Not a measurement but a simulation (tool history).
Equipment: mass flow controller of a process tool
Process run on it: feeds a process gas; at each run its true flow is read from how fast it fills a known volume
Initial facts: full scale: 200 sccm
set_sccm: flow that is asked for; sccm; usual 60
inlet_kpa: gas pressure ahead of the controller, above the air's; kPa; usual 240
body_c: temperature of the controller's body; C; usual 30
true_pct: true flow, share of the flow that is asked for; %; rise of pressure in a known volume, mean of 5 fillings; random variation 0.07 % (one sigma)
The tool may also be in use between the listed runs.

run    hour  set_sccm  inlet_kpa  body_c  true_pct
  1     0.0        60        240      30     98.10
  2   165.0        60        240      30     98.18
  3   431.9        60        240      30     98.08
  4   645.8        60        240      26     97.68
  5   927.4        23        240      30     97.01
  6  1083.6        23        240      30     96.92
  7  1357.8        67        240      30     98.04
  8  1483.0        67        240      30     97.93
  9  1676.1        60        240      30     97.87
 10  1930.8        60        240      30     97.72
 11  2170.8        60        240      30     97.83
 12  2368.5        34        240      30     96.94
 13  2499.9       199        141      30    100.16
 14  2789.8       124        176      24     98.34
 15  2941.0        60        174      36     98.45
 16  3062.8        60        174      36     98.43
 17  3246.9       109        240      28     98.15
 18  3455.4       102        249      21     97.43
 19  3722.5       166        240      30     99.11
 20  3877.2       166        245      20     98.03
 21  4095.3       166        245      20     98.11

Each row is a separate what-if for the run after 21, all from the same tool condition, not one after another. Results?
  A  4240.1       154        160      37         ?
  B  4240.1        60        240      21         ?
  C  4240.1       198        143      32         ?
  D  4240.1        60        240      32         ?

run  true_pct
  A     99.86
  B     96.49
  C    100.03
  D     97.59
Had the tool no hidden state, the same runs would have come out as:
run  true_pct
  A    100.74
  B     97.76
  C    100.86
  D     98.86
